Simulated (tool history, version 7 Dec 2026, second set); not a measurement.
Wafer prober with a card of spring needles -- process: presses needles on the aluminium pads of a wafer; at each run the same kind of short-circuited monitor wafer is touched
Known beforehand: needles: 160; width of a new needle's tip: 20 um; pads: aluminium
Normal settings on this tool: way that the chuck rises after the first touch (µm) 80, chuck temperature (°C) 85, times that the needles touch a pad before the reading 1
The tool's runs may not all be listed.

| run | hour | way that the chuck rises after the first touch (µm) | chuck temperature (°C) | times that the needles touch a pad before the reading | resistance of one needle with its contact and lead (mohm) | way that a needle slides on the pad (µm) |
|---|---|---|---|---|---|---|
| 1 | 0 | 80 | 85 | 1 | 164 | 11.1 |
|  | 12.6 | tips cleaned on abrasive film |
| 2 | 23.5 | 80 | 85 | 2 | 157 | 11.08 |
|  | 33.8 | tips cleaned on abrasive film |
|  | 55.9 | tips cleaned on abrasive film |
| 3 | 55.9 | 80 | 85 | 1 | 133 | 11.09 |
|  | 77.5 | tips cleaned on abrasive film |
| 4 | 92.3 | 80 | 85 | 1 | 185 | 11.07 |
|  | 98.5 | tips cleaned on abrasive film |
|  | 106.6 | height of the first contact set anew |
| 5 | 114.2 | 80 | 114 | 1 | 187 | 11.17 |
|  | 119.9 | tips cleaned on abrasive film |
|  | 141.4 | tips cleaned on abrasive film |
| 6 | 148.3 | 80 | 85 | 1 | 162 | 11.15 |
|  | 164.4 | tips cleaned on abrasive film |
| 7 | 168.9 | 80 | 85 | 1 | 152 | 11.16 |
|  | 187.1 | tips cleaned on abrasive film |
| 8 | 201.1 | 80 | 85 | 1 | 179 | 11.14 |
|  | 210.3 | tips cleaned on abrasive film |
| 9 | 218.9 | 80 | 85 | 1 | 170 | 11.17 |
|  | 231.9 | tips cleaned on abrasive film |
| 10 | 251.6 | 89 | 85 | 1 | 178 | 12.41 |
|  | 253.9 | tips cleaned on abrasive film |
|  | 276.1 | tips cleaned on abrasive film |
| 11 | 282.5 | 89 | 85 | 1 | 151 | 12.37 |
|  | 298.7 | tips cleaned on abrasive film |
| 12 | 301 | 89 | 85 | 1 | 144 | 12.39 |
|  | 320.2 | tips cleaned on abrasive film |
| 13 | 321.5 | 89 | 118 | 1 | 144 | 12.36 |
| 14 | 338.3 | 89 | 118 | 1 | 180 | 12.37 |
|  | 341.7 | tips cleaned on abrasive film |
| 15 | 356.3 | 68 | 85 | 1 | 199 | 9.45 |
|  | 364.4 | tips cleaned on abrasive film |
| 16 | 381.1 | 68 | 85 | 1 | 211 | 9.41 |
|  | 385.6 | tips cleaned on abrasive film |
| 17 | 399.9 | 68 | 85 | 1 | 201 | 9.43 |
|  | 406.7 | tips cleaned on abrasive film |
| 18 | 425.8 | 68 | 85 | 1 | 212 | 9.42 |
|  | 428 | tips cleaned on abrasive film |
| 19 | 443.7 | 80 | 83 | 2 | 164 | 11.08 |
|  | 449.2 | tips cleaned on abrasive film |
| 20 | 466 | 79 | 42 | 3 | 150 | 10.97 |
|  | 471.1 | tips cleaned on abrasive film |
| 21 | 489.5 | 79 | 42 | 3 | 148 | 10.95 |
|  | 492.4 | tips cleaned on abrasive film |
|  | 500.6 | height of the first contact set anew |
|  | 514 | tips cleaned on abrasive film |
| 22 | 520.5 | 79 | 42 | 3 | 133 | 11.05 |
|  | 535.7 | tips cleaned on abrasive film |
| 23 | 543.1 | 73 | 41 | 1 | 169 | 10.18 |
|  | 558.5 | tips cleaned on abrasive film |
| 24 | 560.2 | 94 | 32 | 1 | 131 | 13.13 |
|  | 580.3 | tips cleaned on abrasive film |
| 25 | 594.7 | 94 | 32 | 1 | 160 | 13.12 |
|  | 603.7 | tips cleaned on abrasive film |
| 26 | 615.2 | 71 | 32 | 1 | 187 | 9.89 |
|  | 626 | tips cleaned on abrasive film |
| 27 | 635 | 80 | 106 | 1 | 175 | 11.15 |
|  | 646.9 | tips cleaned on abrasive film |
| 28 | 653.4 | 64 | 96 | 3 | 150 | 8.9 |
|  | 669.5 | tips cleaned on abrasive film |
| 29 | 680.3 | 86 | 51 | 3 | 136 | 11.97 |
|  | 690.9 | tips cleaned on abrasive film |
|  | 714.4 | tips cleaned on abrasive film |
| 30 | 714.8 | 82 | 46 | 1 | 132 | 11.38 |
| 31 | 734.4 | 82 | 46 | 1 | 188 | 11.4 |
|  | 737.6 | tips cleaned on abrasive film |
| 32 | 756.1 | 82 | 46 | 1 | 185 | 11.41 |
|  | 758.7 | tips cleaned on abrasive film |
| 33 | 771.2 | 82 | 46 | 1 | 174 | 11.38 |

Table of differences, measured result less the result of that run with no hidden state. Run-to-run variation is the same in both. Gauge scatter possibly is not:
Hidden state present: debris on the tips, nm; way that the needles fall short of the set height, um; tips' diameter, um; drift of the gauge itself on contact_mohm, %; drift of the gauge itself on scrub_um, %.
| run | resistance of one needle with its contact and lead (mohm) | way that a needle slides on the pad (µm) |
|---|---|---|
| 1 | +38 | -0.07 |
| 2 | +30 | -0.07 |
| 3 | +5 | -0.09 |
| 4 | +57 | -0.09 |
| 5 | +54 | +0 |
| 6 | +35 | -0.02 |
| 7 | +25 | -0.02 |
| 8 | +52 | -0.03 |
| 9 | +42 | -0.03 |
| 10 | +52 | -0.04 |
| 11 | +26 | -0.06 |
| 12 | +15 | -0.05 |
| 13 | +11 | -0.06 |
| 14 | +50 | -0.06 |
| 15 | +71 | -0.06 |
| 16 | +82 | -0.07 |
| 17 | +71 | -0.08 |
| 18 | +84 | -0.08 |
| 19 | +35 | -0.09 |
| 20 | +25 | -0.09 |
| 21 | +26 | -0.09 |
| 22 | +14 | +0 |
| 23 | +48 | -0.01 |
| 24 | +13 | -0.02 |
| 25 | +43 | -0.02 |
| 26 | +66 | -0.03 |
| 27 | +41 | -0.03 |
| 28 | +18 | -0.04 |
| 29 | +17 | -0.04 |
| 30 | +8 | -0.06 |
| 31 | +65 | -0.06 |
| 32 | +64 | -0.06 |
| 33 | +51 | -0.07 |

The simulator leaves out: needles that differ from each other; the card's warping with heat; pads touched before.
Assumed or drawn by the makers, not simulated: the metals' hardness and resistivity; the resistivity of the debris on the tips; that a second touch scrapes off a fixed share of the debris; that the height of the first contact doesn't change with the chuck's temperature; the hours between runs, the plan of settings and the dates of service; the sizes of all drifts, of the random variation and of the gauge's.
